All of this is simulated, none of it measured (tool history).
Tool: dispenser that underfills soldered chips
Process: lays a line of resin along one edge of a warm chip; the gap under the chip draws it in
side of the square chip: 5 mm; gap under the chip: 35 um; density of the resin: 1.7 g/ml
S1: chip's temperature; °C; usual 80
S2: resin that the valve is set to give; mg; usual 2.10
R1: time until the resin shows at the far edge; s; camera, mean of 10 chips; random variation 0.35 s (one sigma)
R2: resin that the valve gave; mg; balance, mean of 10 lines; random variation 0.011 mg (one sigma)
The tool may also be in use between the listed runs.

{"run": 1, "hour": 0.0, "S1": 80, "S2": 2.1, "R1": 23.2, "R2": 2.04}
{"hour": 2.2, "done": "new syringe of resin"}
{"run": 2, "hour": 6.8, "S1": 80, "S2": 2.1, "R1": 21.8, "R2": 2.02}
{"hour": 11.7, "done": "new syringe of resin"}
{"run": 3, "hour": 13.5, "S1": 80, "S2": 2.1, "R1": 20.2, "R2": 2.02}
{"run": 4, "hour": 19.1, "S1": 66, "S2": 2.1, "R1": 41.1, "R2": 2.01}
{"hour": 21.4, "done": "new syringe of resin"}
{"run": 5, "hour": 29.1, "S1": 66, "S2": 2.1, "R1": 40.9, "R2": 2.01}
{"hour": 31.5, "done": "new syringe of resin"}
{"run": 6, "hour": 39.6, "S1": 80, "S2": 2.03, "R1": 24.8, "R2": 1.93}
{"hour": 41.2, "done": "new syringe of resin"}
{"run": 7, "hour": 44.3, "S1": 80, "S2": 2.1, "R1": 20.9, "R2": 2.01}
{"hour": 51.2, "done": "new syringe of resin"}
{"run": 8, "hour": 54.5, "S1": 80, "S2": 1.9, "R1": 21.8, "R2": 1.81}
{"run": 9, "hour": 59.3, "S1": 80, "S2": 2.1, "R1": 24.7, "R2": 1.99}
{"hour": 60.7, "done": "new syringe of resin"}
{"hour": 68.9, "done": "dispensing valve cleaned and set on the balance"}
{"hour": 71.6, "done": "new syringe of resin"}
{"run": 10, "hour": 71.6, "S1": 80, "S2": 2.1, "R1": 19.0, "R2": 2.1}
{"run": 11, "hour": 80.2, "S1": 80, "S2": 2.1, "R1": 24.4, "R2": 2.09}
{"hour": 81.3, "done": "new syringe of resin"}
{"run": 12, "hour": 86.8, "S1": 83, "S2": 2.1, "R1": 20.6, "R2": 2.11}
{"hour": 90.9, "done": "new syringe of resin"}
{"run": 13, "hour": 93.2, "S1": 83, "S2": 2.31, "R1": 17.9, "R2": 2.29}
{"run": 14, "hour": 97.8, "S1": 81, "S2": 2.32, "R1": 21.8, "R2": 2.3}
{"hour": 100.9, "done": "new syringe of resin"}
{"run": 15, "hour": 106.3, "S1": 81, "S2": 2.32, "R1": 20.9, "R2": 2.29}
{"hour": 110.5, "done": "new syringe of resin"}
{"run": 16, "hour": 117.0, "S1": 81, "S2": 1.98, "R1": 22.4, "R2": 1.96}
{"hour": 120.0, "done": "new syringe of resin"}
{"run": 17, "hour": 125.7, "S1": 81, "S2": 2.66, "R1": 20.5, "R2": 2.61}

Run 18 comes next. What will it give?
{"hour": 129.6, "done": "new syringe of resin"}
{"run": 18, "hour": 135.7, "S1": 65, "S2": 2.19, "R1": "?", "R2": "?"}

R1: 41.0 s
R2: 2.14 mg
Without the tool's hidden state the same run would have given R1 32.7 s, R2 2.18 mg.
